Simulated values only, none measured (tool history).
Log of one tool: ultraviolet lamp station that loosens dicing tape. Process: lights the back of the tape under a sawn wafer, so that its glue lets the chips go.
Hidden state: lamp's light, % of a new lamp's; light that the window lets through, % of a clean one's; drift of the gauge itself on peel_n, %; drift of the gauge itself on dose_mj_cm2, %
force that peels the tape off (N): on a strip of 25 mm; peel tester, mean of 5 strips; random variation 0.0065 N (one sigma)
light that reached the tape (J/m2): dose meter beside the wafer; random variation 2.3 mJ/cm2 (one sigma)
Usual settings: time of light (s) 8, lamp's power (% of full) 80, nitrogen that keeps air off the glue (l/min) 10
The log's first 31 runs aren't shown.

run,day,time of light (s),lamp's power (% of full),nitrogen that keeps air off the glue (l/min),hours of work of the lamp,hours of work since the window was cleaned,force that peels the tape off (N),light that reached the tape (J/m2)
32,72.708,5,74,10,620,66,1.528,1100
33,74.583,8,85,10,653,98,0.356,1990
34,76.2,8,85,10,681,126,0.385,1920
35,79.121,8,85,10,731,177,0.435,1860
36,80.55,14,85,10,756,201,0.094,3170
37,82.5,12,80,16,790,235,0.139,2470
38,84.304,12,88,5,821,266,0.24,2650
39,86.492,16,88,5,858,304,0.122,3400
# day 86.788: window cleaned of glue's vapour
40,88.058,10,80,5,885,22,0.357,2300
41,90.992,14,80,6,936,73,0.128,3070

Forecast each of these 3 alternatives for the next run:
A,92.854,5,80,7,968,105,?,?
B,92.854,9,61,8,968,105,?,?
C,92.854,15,80,17,968,105,?,?

run,force that peels the tape off (N),light that reached the tape (J/m2)
A,1.936,1030
B,0.925,1480
C,0.081,3130
Without the tool's hidden state the same runs would have given:
run,force that peels the tape off (N),light that reached the tape (J/m2)
A,0.993,1430
B,0.385,2030
C,0.065,4330
